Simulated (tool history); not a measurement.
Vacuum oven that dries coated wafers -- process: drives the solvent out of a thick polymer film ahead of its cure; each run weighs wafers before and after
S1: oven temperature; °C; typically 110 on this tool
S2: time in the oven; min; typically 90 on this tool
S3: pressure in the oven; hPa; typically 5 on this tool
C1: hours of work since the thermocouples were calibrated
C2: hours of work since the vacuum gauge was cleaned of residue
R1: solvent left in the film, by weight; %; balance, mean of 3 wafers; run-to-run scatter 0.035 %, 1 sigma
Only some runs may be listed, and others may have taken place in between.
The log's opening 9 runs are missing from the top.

Run 10, hour 253.3: usual settings; C1 382; C2 774. Result: R1 1.73 %.
Run 11, hour 293: usual settings; C1 402; C2 793. Result: R1 1.69 %.
Run 12, hour 313.1: usual settings but S2 59 min; C1 412; C2 803. Result: R1 3.26 %.
Run 13, hour 349.5: usual settings; C1 430; C2 821. Result: R1 1.7 %.
Run 14, hour 376.8: usual settings; C1 443; C2 834. Result: R1 1.69 %.
Run 15, hour 402.9: usual settings but S2 135 min; C1 456; C2 847. Result: R1 0.92 %.
Run 16, hour 443.2: usual settings but S2 157 min; C1 476; C2 867. Result: R1 0.88 %.
Run 17, hour 483.4: usual settings but S1 109 °C, S2 71 min, S3 18.63 hPa; C1 496; C2 887. Result: R1 3.76 %.
Run 18, hour 505.4: usual settings but S1 109 °C, S2 71 min, S3 18.63 hPa; C1 506; C2 898. Result: R1 3.75 %.
Run 19, hour 543.3: usual settings but S1 108 °C, S2 87 min, S3 18.83 hPa; C1 525; C2 916. Result: R1 3.4 %.
Run 20, hour 582: usual settings but S1 108 °C, S2 87 min, S3 4.19 hPa; C1 544; C2 935. Result: R1 2.14 %.
Run 21, hour 603.1: usual settings but S1 108 °C, S2 87 min, S3 4.19 hPa; C1 554; C2 946. Result: R1 2.18 %.
Run 22, hour 629.9: usual settings but S1 109 °C, S2 62 min; C1 568; C2 959. Result: R1 3.25 %.
Run 23, hour 657.1: usual settings but S1 109 °C, S2 62 min; C1 581; C2 972. Result: R1 3.29 %.
Run 24, hour 693.9: usual settings but S1 109 °C, S2 62 min; C1 599; C2 990. Result: R1 3.19 %.
Run 25, hour 717.5: usual settings but S2 49 min, S3 17.54 hPa; C1 611; C2 1002. Result: R1 4.99 %.
Run 26, hour 744.8: usual settings but S1 97 °C, S2 101 min, S3 4.73 hPa; C1 624; C2 1015. Result: R1 5.25 %.
Run 27, hour 784.4: usual settings but S1 97 °C, S2 101 min, S3 4.73 hPa; C1 643; C2 1035. Result: R1 5.36 %.
Run 28, hour 814.2: usual settings but S1 109 °C, S3 3.16 hPa; C1 658; C2 1049. Result: R1 1.73 %.
At hour 857.3: vacuum gauge cleaned of residue and calibrated.
Run 29, hour 858.7: usual settings but S1 109 °C, S3 3.16 hPa; C1 679; C2 1. Result: R1 1.27 %.
Run 30, hour 897.5: usual settings but S1 123 °C, S2 120 min, S3 5.09 hPa; C1 698; C2 20. Result: R1 0.28 %.
Run 31, hour 934.5: usual settings but S1 123 °C, S2 72 min, S3 13.19 hPa; C1 717; C2 38. Result: R1 0.84 %.

5 options for the next run, each taken on its own from the tool as it stands now. Forecast them:
Run A, hour 960.1: usual settings but S1 123 °C, S2 111 min, S3 4.59 hPa; C1 729; C2 51. Result: R1 ?.
Run B, hour 960.1: usual settings but S2 72 min, S3 13.19 hPa; C1 729; C2 51. Result: R1 ?.
Run C, hour 960.1: usual settings but S1 123 °C, S2 93 min, S3 13.19 hPa; C1 729; C2 51. Result: R1 ?.
Run D, hour 960.1: usual settings but S1 123 °C, S2 153 min, S3 6.92 hPa; C1 729; C2 51. Result: R1 ?.
Run E, hour 960.1: usual settings but S1 109 °C; C1 729; C2 51. Result: R1 ?.

run    R1
  A  0.29
  B  2.53
  C  0.72
  D  0.38
  E  1.41
Without the tool's hidden state the same runs would have given:
run    R1
  A  0.29
  B  2.94
  C  0.76
  D  0.39
  E  1.73
